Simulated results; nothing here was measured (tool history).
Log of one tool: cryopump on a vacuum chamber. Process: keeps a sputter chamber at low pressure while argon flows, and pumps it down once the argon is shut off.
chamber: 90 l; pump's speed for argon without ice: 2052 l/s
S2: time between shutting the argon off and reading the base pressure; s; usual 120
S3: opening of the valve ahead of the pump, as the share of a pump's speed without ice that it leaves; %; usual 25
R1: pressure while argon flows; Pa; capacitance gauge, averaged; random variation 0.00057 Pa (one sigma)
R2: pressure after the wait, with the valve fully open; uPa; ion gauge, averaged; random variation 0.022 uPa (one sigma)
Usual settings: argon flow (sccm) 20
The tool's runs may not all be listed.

Run 1, hour 0: usual settings. Result: R1 0.0664 Pa, R2 0.83 uPa.
Run 2, hour 12.8: usual settings. Result: R1 0.0662 Pa, R2 0.75 uPa.
Run 3, hour 29.7: usual settings but argon flow (sccm) 19. Result: R1 0.0628 Pa, R2 0.78 uPa.
Run 4, hour 54.8: usual settings but argon flow (sccm) 19. Result: R1 0.0625 Pa, R2 0.78 uPa.
Run 5, hour 69.3: usual settings but S2 91 s. Result: R1 0.0675 Pa, R2 0.92 uPa.
Run 6, hour 88.8: usual settings but S2 91 s. Result: R1 0.0667 Pa, R2 0.94 uPa.
Run 7, hour 101.7: usual settings. Result: R1 0.0672 Pa, R2 0.76 uPa.
Run 8, hour 119: usual settings but argon flow (sccm) 15, S2 79 s. Result: R1 0.0502 Pa, R2 1.09 uPa.
Run 9, hour 134.2: usual settings but argon flow (sccm) 15, S2 79 s. Result: R1 0.0512 Pa, R2 1.07 uPa.
Run 10, hour 157.6: usual settings but argon flow (sccm) 34, S2 63 s, S3 56 %. Result: R1 0.052 Pa, R2 1.31 uPa.
Run 11, hour 177.9: usual settings but argon flow (sccm) 34, S2 63 s, S3 56 %. Result: R1 0.0518 Pa, R2 1.29 uPa.
Run 12, hour 198.9: usual settings but argon flow (sccm) 34, S2 63 s, S3 56 %. Result: R1 0.0518 Pa, R2 1.3 uPa.
Run 13, hour 220.6: usual settings but argon flow (sccm) 11. Result: R1 0.0374 Pa, R2 0.83 uPa.
Run 14, hour 236.9: usual settings but argon flow (sccm) 25, S3 30 %. Result: R1 0.0688 Pa, R2 0.83 uPa.

Hidden state or all else? Some run-to-run changes of R1, split into what the settings, what came in and random variation would give without the hidden state, and what is left for the hidden state (with any gauge scatter that isn't in both results):
The hidden state here: pump's speed, % of a pump's without ice; cold plate's temperature, K; leak into the chamber, uPa l/s; drift of the gauge itself on working_pa, %; drift of the gauge itself on base_upa, %.
Run 12 -> 13: argon flow (sccm) 34 -> 11, S2 63 -> 120, S3 56 -> 25. R1 -0.0144 Pa: hidden state -0.0015, all else -0.0129.
Run 13 -> 14: argon flow (sccm) 11 -> 25, S3 25 -> 30. R1 +0.0314 Pa: hidden state +0.001, all else +0.0304.

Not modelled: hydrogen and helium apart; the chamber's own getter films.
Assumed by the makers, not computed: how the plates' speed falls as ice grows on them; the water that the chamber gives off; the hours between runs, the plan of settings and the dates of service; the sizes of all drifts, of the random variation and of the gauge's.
